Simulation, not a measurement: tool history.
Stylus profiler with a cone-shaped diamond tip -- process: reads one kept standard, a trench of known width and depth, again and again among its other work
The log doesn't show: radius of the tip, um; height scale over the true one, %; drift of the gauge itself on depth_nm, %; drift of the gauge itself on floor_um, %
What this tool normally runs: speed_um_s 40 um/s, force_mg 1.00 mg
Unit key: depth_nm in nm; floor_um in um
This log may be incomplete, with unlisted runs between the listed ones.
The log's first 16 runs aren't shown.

| run | hour | speed_um_s | force_mg | scans with this tip | hours of work since the height scale was calibrated | depth_nm | floor_um |
|---|---|---|---|---|---|---|---|
| 17 | 1096.1 | 40 | 0.40 | 8728 | 124 | 498.50 | 14.42 |
| 18 | 1145.2 | 40 | 0.40 | 9133 | 163 | 498.27 | 14.33 |
| 19 | 1192.0 | 40 | 0.40 | 9521 | 199 | 498.48 | 14.33 |
|  | 1250.7 | height scale calibrated on a step standard, once more |
| 20 | 1263.7 | 40 | 1.00 | 10109 | 10 | 501.47 | 14.31 |
| 21 | 1351.7 | 40 | 1.00 | 10836 | 79 | 501.47 | 14.26 |
| 22 | 1413.5 | 22 | 2.66 | 11348 | 127 | 502.98 | 14.30 |
|  | 1438.3 | new tip fitted, height scale calibrated |
| 23 | 1467.8 | 112 | 2.21 | 244 | 23 | 502.86 | 15.41 |
| 24 | 1531.6 | 83 | 0.43 | 771 | 73 | 501.04 | 15.19 |
| 25 | 1624.2 | 130 | 1.95 | 1537 | 145 | 502.17 | 15.24 |
| 26 | 1674.6 | 29 | 0.40 | 1954 | 184 | 500.41 | 15.28 |
| 27 | 1743.4 | 29 | 0.40 | 2522 | 238 | 500.64 | 15.23 |
| 28 | 1830.4 | 29 | 0.40 | 3241 | 306 | 500.19 | 15.17 |
| 29 | 1871.8 | 29 | 0.40 | 3584 | 338 | 500.26 | 15.03 |
| 30 | 1972.5 | 104 | 0.76 | 4417 | 417 | 500.48 | 14.72 |
| 31 | 2037.0 | 21 | 1.73 | 4950 | 467 | 501.57 | 14.96 |
| 32 | 2088.7 | 81 | 0.58 | 5377 | 508 | 500.12 | 14.68 |
| 33 | 2169.0 | 112 | 2.08 | 6041 | 570 | 501.67 | 14.66 |
| 34 | 2227.4 | 22 | 0.41 | 6524 | 616 | 499.76 | 14.73 |
| 35 | 2312.7 | 22 | 0.41 | 7229 | 682 | 499.46 | 14.61 |
| 36 | 2385.4 | 22 | 0.72 | 7830 | 739 | 499.90 | 14.60 |
| 37 | 2450.2 | 22 | 0.72 | 8366 | 790 | 499.76 | 14.53 |
| 38 | 2535.9 | 31 | 1.68 | 9074 | 857 | 500.53 | 14.45 |
| 39 | 2607.2 | 13 | 0.49 | 9664 | 912 | 499.38 | 14.44 |

Branching from run 39: 3 alternative next runs. What would each branch give?
| A | 2683.9 | 40 | 1.11 | 10298 | 972 | ? | ? |
| B | 2683.9 | 12 | 1.00 | 10298 | 972 | ? | ? |
| C | 2683.9 | 12 | 0.39 | 10298 | 972 | ? | ? |

| run | depth_nm | floor_um |
|---|---|---|
| A | 499.95 | 14.32 |
| B | 499.59 | 14.40 |
| C | 498.91 | 14.33 |
The same runs, with their run-to-run variation unchanged, on a tool lacking any hidden condition would have given:
| run | depth_nm | floor_um |
|---|---|---|
| A | 501.97 | 15.57 |
| B | 501.61 | 15.65 |
| C | 500.93 | 15.57 |

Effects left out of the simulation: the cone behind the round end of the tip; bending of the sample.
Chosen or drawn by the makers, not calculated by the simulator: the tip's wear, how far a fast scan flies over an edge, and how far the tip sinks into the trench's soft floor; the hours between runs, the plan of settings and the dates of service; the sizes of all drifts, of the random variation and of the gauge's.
